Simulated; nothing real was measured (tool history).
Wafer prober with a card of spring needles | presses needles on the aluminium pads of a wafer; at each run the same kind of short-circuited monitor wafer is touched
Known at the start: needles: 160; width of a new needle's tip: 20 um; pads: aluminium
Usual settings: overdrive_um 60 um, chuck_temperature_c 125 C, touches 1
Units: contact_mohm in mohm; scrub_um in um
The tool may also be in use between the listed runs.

run   hour  overdrive_um  chuck_temperature_c  touches  contact_mohm  scrub_um
  1    0.0            60                  125        1           309      9.55
  2   24.4            60                  125        1           307      9.54
  3   50.3            60                  125        1           310      9.51
  4   63.5            60                  125        1           305      9.56
  5   91.7            60                  125        1           309      9.51
  6  113.4            60                  125        1           305      9.50
  7  141.8            60                  125        1           308      9.51
  8  163.4            60                  125        1           302      9.56
  9  183.1            60                  125        1           305      9.54
 10  211.5            60                  125        1           302      9.50
 11  228.4            60                  125        1           301      9.52
 12  244.2            60                  125        1           305      9.55
 13  271.0            60                  125        1           301      9.55
 14  301.4            60                   75        1           291      9.52
 15  323.4            60                   75        1           289      9.50
 16  347.3            60                   75        1           286      9.54
 17  377.3            60                  125        1           301      9.48
 18  394.1            60                  125        3           298      9.52
 19  408.5            59                  125        1           303      9.39
 20  429.8            59                  125        1           305      9.30
 21  459.3            80                   57        2           274     12.71
 22  478.1            73                   56        1           275     11.61
 23  491.8            59                   51        1           279      9.36
 24  522.2            41                   45        2           294      6.53
 25  541.7            41                   45        2           291      6.54
 26  554.6            41                   45        2           295      6.51
 27  570.4            63                   67        1           281      9.98
 28  592.4            55                   29        1           276      8.74
 29  620.5            55                   29        1           275      8.74
 30  639.6            50                  125        1           310      7.93
 31  666.6            50                  125        1           316      7.90
 32  684.0            50                   42        1           286      7.93
 33  712.7            60                   59        1           280      9.53

Taken out of this log: 37 entries between the listed runs. Where each belongs, and how the hidden state differs across it:
Between runs 1 and 2: tips cleaned on abrasive film (hour 21.3)
  debris on the tips, nm: 0 -> 0.1
Between runs 2 and 3: tips cleaned on abrasive film (hour 42.5)
  debris on the tips, nm: 0.1 -> 0.2
Between runs 3 and 4: tips cleaned on abrasive film (hour 63.5)
  debris on the tips, nm: 0.2 -> 0
Between runs 4 and 5: height of the first contact set anew (hour 71.3); tips cleaned on abrasive film (hour 85.8)
  debris on the tips, nm: 0 -> 0.2
Between runs 5 and 6: tips cleaned on abrasive film (hour 107.6)
  no hidden state differs between the two runs
Between runs 6 and 7: tips cleaned on abrasive film (hour 129.2)
  no hidden state differs between the two runs
Between runs 7 and 8: tips cleaned on abrasive film (hour 149.9)
  no hidden state differs between the two runs
Between runs 8 and 9: tips cleaned on abrasive film (hour 172.0)
  no hidden state differs between the two runs
Between runs 9 and 10: tips cleaned on abrasive film (hour 192.7)
  debris on the tips, nm: 0.2 -> 0.3
Between runs 10 and 11: tips cleaned on abrasive film (hour 214.6)
  debris on the tips, nm: 0.3 -> 0.2
Between runs 11 and 12: tips cleaned on abrasive film (hour 236.6)
  no hidden state differs between the two runs
Between runs 12 and 13: tips cleaned on abrasive film (hour 259.4); height of the first contact set anew (hour 263.9)
  no hidden state differs between the two runs
Between runs 13 and 14: tips cleaned on abrasive film (hour 281.7)
  debris on the tips, nm: 0.2 -> 0.3
Between runs 14 and 15: tips cleaned on abrasive film (hour 304.4)
  no hidden state differs between the two runs
Between runs 15 and 16: tips cleaned on abrasive film (hour 325.0); tips cleaned on abrasive film (hour 346.2)
  debris on the tips, nm: 0.3 -> 0.1
Between runs 16 and 17: tips cleaned on abrasive film (hour 367.0)
  debris on the tips, nm: 0.1 -> 0.2
Between runs 17 and 18: tips cleaned on abrasive film (hour 389.0)
  debris on the tips, nm: 0.2 -> 0.1
Between runs 19 and 20: tips cleaned on abrasive film (hour 410.2)
  no hidden state differs between the two runs
Between runs 20 and 21: tips cleaned on abrasive film (hour 431.4); tips cleaned on abrasive film (hour 452.7); height of the first contact set anew (hour 456.8)
  debris on the tips, nm: 0.3 -> 0.2
Between runs 21 and 22: tips cleaned on abrasive film (hour 474.5)
  debris on the tips, nm: 0.2 -> 0.1
Between runs 23 and 24: tips cleaned on abrasive film (hour 496.0); tips cleaned on abrasive film (hour 516.5)
  debris on the tips, nm: 0.3 -> 0.2
Between runs 24 and 25: tips cleaned on abrasive film (hour 537.1)
  debris on the tips, nm: 0.2 -> 0.1
Between runs 26 and 27: tips cleaned on abrasive film (hour 558.8)
  debris on the tips, nm: 0.3 -> 0.2
Between runs 27 and 28: tips cleaned on abrasive film (hour 580.3)
  no hidden state differs between the two runs
Between runs 28 and 29: tips cleaned on abrasive film (hour 600.9)
  debris on the tips, nm: 0.2 -> 0.3
Between runs 29 and 30: tips cleaned on abrasive film (hour 622.9)
  no hidden state differs between the two runs
Between runs 30 and 31: tips cleaned on abrasive film (hour 643.6); height of the first contact set anew (hour 650.9); tips cleaned on abrasive film (hour 665.0)
  debris on the tips, nm: 0.3 -> 0.1
Between runs 32 and 33: tips cleaned on abrasive film (hour 686.0); tips cleaned on abrasive film (hour 708.1)
  debris on the tips, nm: 0.3 -> 0.1

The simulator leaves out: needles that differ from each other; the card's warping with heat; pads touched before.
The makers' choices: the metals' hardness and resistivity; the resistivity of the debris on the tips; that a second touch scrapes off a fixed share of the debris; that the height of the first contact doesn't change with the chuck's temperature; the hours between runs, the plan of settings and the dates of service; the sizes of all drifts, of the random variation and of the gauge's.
